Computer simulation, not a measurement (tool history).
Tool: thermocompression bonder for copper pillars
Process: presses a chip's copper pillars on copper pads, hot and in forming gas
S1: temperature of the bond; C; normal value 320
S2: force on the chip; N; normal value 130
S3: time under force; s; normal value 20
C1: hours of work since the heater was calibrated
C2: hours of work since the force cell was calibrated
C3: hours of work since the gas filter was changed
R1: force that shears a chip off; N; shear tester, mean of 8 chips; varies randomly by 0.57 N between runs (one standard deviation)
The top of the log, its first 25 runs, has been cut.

run,hour,S1,S2,S3,C1,C2,C3,R1
26,954.1,303,100,15,137,141,103,21.6
27,1003.5,303,100,15,174,178,141,20.2
28,1034.5,331,186,57,198,201,164,69.1
29,1086.4,331,186,57,237,241,203,69.3
30,1127.4,290,186,44,268,272,234,46.3
31,1158.4,329,137,19,291,295,258,43.8
32,1184.8,329,174,56,311,315,278,66.8
33,1211,294,143,48,331,335,297,40.9
34,1261.1,300,145,37,369,373,335,42.3
35,1283.2,301,83,41,386,389,352,26
# hour 1324.2: forming gas filter changed
36,1336.6,301,83,41,426,429,9,26
37,1365.9,301,120,10,448,451,32,21.2
38,1400.1,319,90,19,474,477,57,26.1
39,1446.7,320,151,20,509,512,93,43.1
40,1472.5,320,151,20,528,532,112,44.2

Below are 3 alternative next runs, each starting from the tool's condition after run 40. Predict each:
A,1496.1,327,86,59,546,550,130,?
B,1496.1,325,145,18,546,550,130,?
C,1496.1,320,123,26,546,550,130,?

run,R1
A,43.1
B,42.1
C,40.3
Without the tool's unlogged condition, the same runs would have read:
run,R1
A,43.4
B,42.4
C,40.5
